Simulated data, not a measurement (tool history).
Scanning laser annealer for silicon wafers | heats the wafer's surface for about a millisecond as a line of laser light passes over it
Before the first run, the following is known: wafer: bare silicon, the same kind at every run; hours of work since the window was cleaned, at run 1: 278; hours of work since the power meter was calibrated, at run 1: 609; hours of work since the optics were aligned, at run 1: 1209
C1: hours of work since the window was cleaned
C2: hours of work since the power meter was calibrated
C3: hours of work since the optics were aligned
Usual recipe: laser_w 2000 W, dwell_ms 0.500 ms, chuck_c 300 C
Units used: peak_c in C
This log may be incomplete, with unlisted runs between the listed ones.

{"run": 1, "day": 0.0, "laser_w": 2000, "dwell_ms": 0.5, "chuck_c": 300, "C1": 278, "C2": 609, "C3": 1209, "peak_c": 1042}
{"run": 2, "day": 0.767, "laser_w": 2000, "dwell_ms": 0.5, "chuck_c": 300, "C1": 292, "C2": 623, "C3": 1224, "peak_c": 1041}
{"run": 3, "day": 1.671, "laser_w": 2000, "dwell_ms": 0.5, "chuck_c": 300, "C1": 310, "C2": 641, "C3": 1241, "peak_c": 1039}
{"run": 4, "day": 3.075, "laser_w": 2000, "dwell_ms": 0.5, "chuck_c": 300, "C1": 336, "C2": 667, "C3": 1268, "peak_c": 1039}
{"run": 5, "day": 4.542, "laser_w": 2000, "dwell_ms": 0.5, "chuck_c": 276, "C1": 364, "C2": 695, "C3": 1296, "peak_c": 1012}
{"run": 6, "day": 5.462, "laser_w": 2000, "dwell_ms": 0.5, "chuck_c": 310, "C1": 382, "C2": 713, "C3": 1313, "peak_c": 1049}
{"run": 7, "day": 6.183, "laser_w": 2000, "dwell_ms": 0.5, "chuck_c": 310, "C1": 395, "C2": 726, "C3": 1327, "peak_c": 1052}
{"run": 8, "day": 7.554, "laser_w": 2000, "dwell_ms": 0.5, "chuck_c": 310, "C1": 421, "C2": 752, "C3": 1353, "peak_c": 1045}
{"run": 9, "day": 8.5, "laser_w": 2000, "dwell_ms": 0.5, "chuck_c": 310, "C1": 439, "C2": 770, "C3": 1371, "peak_c": 1044}
{"run": 10, "day": 9.504, "laser_w": 1794, "dwell_ms": 0.42, "chuck_c": 310, "C1": 458, "C2": 790, "C3": 1390, "peak_c": 888}
{"run": 11, "day": 10.254, "laser_w": 2062, "dwell_ms": 0.552, "chuck_c": 302, "C1": 473, "C2": 804, "C3": 1404, "peak_c": 1109}
{"run": 12, "day": 11.208, "laser_w": 1868, "dwell_ms": 0.552, "chuck_c": 302, "C1": 491, "C2": 822, "C3": 1422, "peak_c": 1005}
{"run": 13, "day": 12.342, "laser_w": 1999, "dwell_ms": 0.444, "chuck_c": 300, "C1": 512, "C2": 843, "C3": 1444, "peak_c": 989}
{"run": 14, "day": 13.542, "laser_w": 1741, "dwell_ms": 0.426, "chuck_c": 298, "C1": 535, "C2": 866, "C3": 1467, "peak_c": 857}
{"run": 15, "day": 14.758, "laser_w": 1741, "dwell_ms": 0.426, "chuck_c": 298, "C1": 558, "C2": 889, "C3": 1490, "peak_c": 856}
{"day": 15.362, "done": "optics aligned, line set to its width"}
{"run": 16, "day": 16.533, "laser_w": 2150, "dwell_ms": 0.363, "chuck_c": 298, "C1": 588, "C2": 919, "C3": 22, "peak_c": 995}

Each row is a separate what-if for the run after 16, all from the same tool condition, not one after another. Results?
{"run": "A", "day": 18.071, "laser_w": 1862, "dwell_ms": 0.585, "chuck_c": 304, "C1": 617, "C2": 948, "C3": 51, "peak_c": "?"}
{"run": "B", "day": 18.071, "laser_w": 2150, "dwell_ms": 0.53, "chuck_c": 298, "C1": 617, "C2": 948, "C3": 51, "peak_c": "?"}
{"run": "C", "day": 18.071, "laser_w": 2000, "dwell_ms": 0.5, "chuck_c": 266, "C1": 617, "C2": 948, "C3": 51, "peak_c": "?"}
{"run": "D", "day": 18.071, "laser_w": 2091, "dwell_ms": 0.389, "chuck_c": 318, "C1": 617, "C2": 948, "C3": 51, "peak_c": "?"}

run=A peak_c=1042
run=B peak_c=1147
run=C peak_c=1012
run=D peak_c=1013
Without the tool's hidden state the same runs would have given:
run=A peak_c=1065
run=B peak_c=1173
run=C peak_c=1035
run=D peak_c=1034
